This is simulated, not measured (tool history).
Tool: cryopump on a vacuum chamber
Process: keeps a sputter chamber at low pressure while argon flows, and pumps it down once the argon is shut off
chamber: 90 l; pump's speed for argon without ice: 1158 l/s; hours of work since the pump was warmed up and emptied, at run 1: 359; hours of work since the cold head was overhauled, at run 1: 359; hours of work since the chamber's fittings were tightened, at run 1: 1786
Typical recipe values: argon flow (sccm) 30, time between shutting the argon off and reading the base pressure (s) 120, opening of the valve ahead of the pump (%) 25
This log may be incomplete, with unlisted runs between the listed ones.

run     day  argon flow (sccm)  time between shutting the argon off and reading the base pressure (s)  opening of the valve ahead of the pump (%)  hours of work since the pump was warmed up and emptied  hours of work since the cold head was overhauled  hours of work since the chamber's fittings were tightened  pressure while argon flows (Pa)  pressure after the wait (uPa)
  1   0.000                 30                                                                    120                                          25                                                     359                                               359                                                       1786                           0.1797                           2.99
  2   0.933                 30                                                                    120                                          25                                                     371                                               371                                                       1799                           0.1788                           2.94
  3   1.496                 30                                                                    120                                          25                                                     379                                               379                                                       1806                           0.1799                           2.93
  4   2.362                 16                                                                    120                                          25                                                     391                                               391                                                       1818                           0.0954                           2.95
  5   3.083                 16                                                                    120                                          25                                                     401                                               401                                                       1828                           0.0964                           2.97
  6   4.050                 16                                                                    120                                          25                                                     414                                               414                                                       1842                           0.0962                           2.96
  7   5.088                 19                                                                    120                                          25                                                     428                                               428                                                       1856                           0.1141                           3.04
  8   5.929                 30                                                                    100                                          25                                                     440                                               440                                                       1867                           0.1801                           3.19
  9   6.442                 30                                                                    100                                          25                                                     447                                               447                                                       1874                           0.1809                           3.16
 10   7.512                 30                                                                    100                                          25                                                     462                                               462                                                       1889                           0.1808                           3.19
 11   8.079                 30                                                                    120                                          21                                                     469                                               469                                                       1897                           0.2125                           3.14
 12   8.767                 30                                                                     34                                          21                                                     479                                               479                                                       1906                           0.2132                           4.95
 13   9.721                 30                                                                     34                                          15                                                     492                                               492                                                       1919                           0.2984                           4.96
 14  10.629                 30                                                                     34                                          15                                                     505                                               505                                                       1932                           0.2974                           5.10
 15  11.612                 30                                                                    120                                          25                                                     518                                               518                                                       1945                           0.1797                           3.21
 16  12.646                 30                                                                    120                                          25                                                     532                                               532                                                       1960                           0.1817                           3.24
 17  13.379                 51                                                                     57                                          30                                                     542                                               542                                                       1970                           0.2579                           4.14
 18  14.300                 13                                                                     26                                          24                                                     555                                               555                                                       1982                           0.0824                           5.81
 19  14.762                 30                                                                     50                                          24                                                     561                                               561                                                       1989                           0.1883                           4.34
 20  15.262                 30                                                                     50                                          45                                                     568                                               568                                                       1996                           0.1038                           4.42
 21  16.288                 57                                                                     50                                          25                                                     582                                               582                                                       2010                           0.3451                           4.27
 22  17.312                 57                                                                     50                                          25                                                     596                                               596                                                       2024                           0.3438                           4.46
 23  17.904                 57                                                                     50                                          25                                                     604                                               604                                                       2032                           0.3439                           4.40
 24  18.917                 57                                                                     50                                          35                                                     618                                               618                                                       2046                           0.2510                           4.38
 25  19.958                 47                                                                    110                                          25                                                     633                                               633                                                       2060                           0.2856                           3.44
 26  20.550                 25                                                                    110                                          25                                                     641                                               641                                                       2068                           0.1526                           3.51
 27  21.338                 16                                                                    154                                          20                                                     652                                               652                                                       2079                           0.1212                           3.29
 28  22.154                 50                                                                     27                                          42                                                     663                                               663                                                       2090                           0.1852                           6.04
 29  23.217                 30                                                                     65                                          33                                                     677                                               677                                                       2105                           0.1409                           4.06
 30  23.692                 34                                                                    229                                          25                                                     684                                               684                                                       2111                           0.2089                           3.21
 31  24.679                 25                                                                    120                                          25                                                     698                                               698                                                       2125                           0.1535                           3.54

Below, each run's measurement less what the same run would have read without the hidden state. Both values contain the same run-to-run variation, but the gauge's scatter may not be the same in both:
The hidden state here: pump's speed, % of a pump's without ice; cold plate's temperature, K; leak into the chamber, uPa l/s; drift of the gauge itself on working_pa, %; drift of the gauge itself on base_upa, %.
run  pressure while argon flows (Pa)  pressure after the wait (uPa)
  1                          +0.0039                          +1.97
  2                          +0.0040                          +1.95
  3                          +0.0041                          +1.95
  4                          +0.0023                          +1.98
  5                          +0.0024                          +2.01
  6                          +0.0024                          +2.02
  7                          +0.0029                          +2.07
  8                          +0.0048                          +2.06
  9                          +0.0049                          +2.08
 10                          +0.0050                          +2.09
 11                          +0.0051                          +2.15
 12                          +0.0052                          +2.16
 13                          +0.0055                          +2.17
 14                          +0.0055                          +2.24
 15                          +0.0057                          +2.21
 16                          +0.0059                          +2.27
 17                          +0.0103                          +2.32
 18                          +0.0027                          +2.24
 19                          +0.0063                          +2.30
 20                          +0.0063                          +2.39
 21                          +0.0123                          +2.31
 22                          +0.0126                          +2.42
 23                          +0.0128                          +2.40
 24                          +0.0133                          +2.40
 25                          +0.0112                          +2.38
 26                          +0.0060                          +2.46
 27                          +0.0040                          +2.45
 28                          +0.0126                          +2.50
 29                          +0.0078                          +2.48
 30                          +0.0090                          +2.54
 31                          +0.0067                          +2.54
